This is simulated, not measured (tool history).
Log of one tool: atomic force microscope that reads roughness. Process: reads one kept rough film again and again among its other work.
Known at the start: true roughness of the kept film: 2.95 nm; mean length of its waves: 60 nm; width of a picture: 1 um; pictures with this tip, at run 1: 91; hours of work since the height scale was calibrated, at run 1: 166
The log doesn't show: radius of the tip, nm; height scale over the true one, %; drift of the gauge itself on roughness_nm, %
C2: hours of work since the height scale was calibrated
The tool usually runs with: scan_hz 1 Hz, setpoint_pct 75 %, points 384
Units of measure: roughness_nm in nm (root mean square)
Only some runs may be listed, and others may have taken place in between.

Run 1, hour 0: usual settings; pictures with this tip 91; C2 166. Result: roughness_nm 2.691 nm (root mean square).
Run 2, hour 29.1: usual settings; pictures with this tip 120; C2 178. Result: roughness_nm 2.695 nm (root mean square).
Run 3, hour 52: usual settings; pictures with this tip 143; C2 187. Result: roughness_nm 2.672 nm (root mean square).
Run 4, hour 77.1: usual settings but points 315; pictures with this tip 168; C2 197. Result: roughness_nm 2.669 nm (root mean square).
Run 5, hour 104.4: usual settings but points 315; pictures with this tip 195; C2 209. Result: roughness_nm 2.667 nm (root mean square).
Run 6, hour 122: usual settings but points 315; pictures with this tip 213; C2 216. Result: roughness_nm 2.649 nm (root mean square).
Run 7, hour 151.9: usual settings but points 315; pictures with this tip 243; C2 228. Result: roughness_nm 2.638 nm (root mean square).
Run 8, hour 164: usual settings but points 315; pictures with this tip 255; C2 233. Result: roughness_nm 2.636 nm (root mean square).
At hour 167.2: height scale calibrated on a step standard.
At hour 174.5: new tip fitted.
Run 9, hour 191.5: usual settings but points 869; pictures with this tip 17; C2 10. Result: roughness_nm 2.751 nm (root mean square).
Run 10, hour 212.8: usual settings; pictures with this tip 38; C2 19. Result: roughness_nm 2.733 nm (root mean square).
Run 11, hour 226.3: usual settings; pictures with this tip 52; C2 24. Result: roughness_nm 2.71 nm (root mean square).
Run 12, hour 251.6: usual settings; pictures with this tip 77; C2 35. Result: roughness_nm 2.704 nm (root mean square).
Run 13, hour 281.3: usual settings but points 267; pictures with this tip 107; C2 47. Result: roughness_nm 2.701 nm (root mean square).
Run 14, hour 296.6: usual settings but points 770; pictures with this tip 122; C2 53. Result: roughness_nm 2.705 nm (root mean square).
Run 15, hour 315.4: usual settings but scan_hz 0.68 Hz, points 269; pictures with this tip 141; C2 61. Result: roughness_nm 2.725 nm (root mean square).
At hour 327.7: height scale calibrated on a step standard, once more.
Run 16, hour 340: usual settings but setpoint_pct 58 %, points 396; pictures with this tip 165; C2 5. Result: roughness_nm 2.761 nm (root mean square).
Run 17, hour 353.3: usual settings but setpoint_pct 58 %, points 396; pictures with this tip 178; C2 11. Result: roughness_nm 2.759 nm (root mean square).
Run 18, hour 374: usual settings but scan_hz 0.58 Hz, setpoint_pct 73 %; pictures with this tip 199; C2 19. Result: roughness_nm 2.725 nm (root mean square).
Run 19, hour 395.4: usual settings but scan_hz 2.15 Hz, setpoint_pct 77 %, points 755; pictures with this tip 220; C2 28. Result: roughness_nm 2.458 nm (root mean square).
Run 20, hour 419: usual settings but scan_hz 2.15 Hz, setpoint_pct 77 %, points 906; pictures with this tip 244; C2 38. Result: roughness_nm 2.442 nm (root mean square).
Run 21, hour 433.3: usual settings but scan_hz 0.62 Hz, points 923; pictures with this tip 258; C2 44. Result: roughness_nm 2.697 nm (root mean square).
At hour 441: new tip fitted.
Run 22, hour 451.3: usual settings but scan_hz 2.72 Hz, setpoint_pct 88 %, points 418; pictures with this tip 10; C2 51. Result: roughness_nm 2.22 nm (root mean square).

What does the tool deliver on the next run?
Run 23, hour 463.4: usual settings but scan_hz 0.69 Hz, setpoint_pct 79 %; pictures with this tip 22; C2 56. Result: roughness_nm ?.

For run 23 the tool returned roughness_nm 2.751 nm (root mean square).
On a tool with no hidden condition, and with the same random variation, this run would have come out at roughness_nm 2.761 nm (root mean square).
